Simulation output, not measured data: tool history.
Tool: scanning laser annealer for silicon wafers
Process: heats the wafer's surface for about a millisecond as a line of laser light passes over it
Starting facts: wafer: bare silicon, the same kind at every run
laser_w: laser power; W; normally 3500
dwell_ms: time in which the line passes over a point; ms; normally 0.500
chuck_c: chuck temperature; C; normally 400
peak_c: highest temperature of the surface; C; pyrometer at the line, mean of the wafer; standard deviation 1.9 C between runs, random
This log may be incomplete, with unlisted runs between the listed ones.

run,hour,laser_w,dwell_ms,chuck_c,peak_c
1,0.0,3500,0.500,400,1158
2,44.7,3500,0.500,400,1155
3,106.7,3500,0.500,400,1153
4,172.4,3500,0.500,400,1148
5,244.6,3500,0.500,400,1144
6,327.4,3500,0.500,410,1155
7,381.5,3500,0.500,410,1150
8,422.1,3500,0.500,410,1152
9,472.3,3500,0.500,400,1133
10,524.5,3500,0.500,400,1134
11,589.6,3500,0.500,400,1131
12,644.4,3500,0.500,400,1124
13,679.9,3500,0.500,400,1125
14,753.5,3500,0.500,400,1121
15,829.6,3802,0.500,400,1188
16,895.0,3500,0.500,400,1116
17,930.5,3500,0.500,361,1078
18,1003.1,3500,0.500,361,1073
19,1067.3,3500,0.500,400,1110
20,1105.7,3500,0.500,417,1127
21,1163.6,3328,0.500,400,1068
22,1207.4,3010,0.500,366,961
# hour 1249.1: window over the wafer cleaned
23,1249.1,3809,0.567,427,1300
24,1284.2,3437,0.567,379,1158
25,1351.0,3437,0.567,379,1157
26,1401.0,3437,0.567,379,1149
27,1457.2,3755,0.611,371,1256
28,1533.2,3290,0.500,383,1069
29,1582.9,3290,0.500,415,1101
30,1623.5,3312,0.394,388,996
31,1664.8,3510,0.432,383,1063
32,1732.2,3510,0.432,383,1062
33,1800.6,3239,0.520,414,1090
34,1864.5,3500,0.390,413,1051
35,1918.7,3144,0.500,387,1023
36,1979.1,3328,0.468,383,1039
37,2035.6,3319,0.377,417,1001
38,2117.1,3829,0.522,401,1201
39,2157.9,3774,0.422,440,1149
40,2209.1,3774,0.422,440,1148

Branching from run 40: 3 alternative next runs. What would each branch give?
A,2288.0,3336,0.525,413,?
B,2288.0,3403,0.422,405,?
C,2288.0,3500,0.500,406,?

run,peak_c
A,1094
B,1029
C,1111
What these runs would have given with no unlogged condition in the tool:
run,peak_c
A,1150
B,1080
C,1168
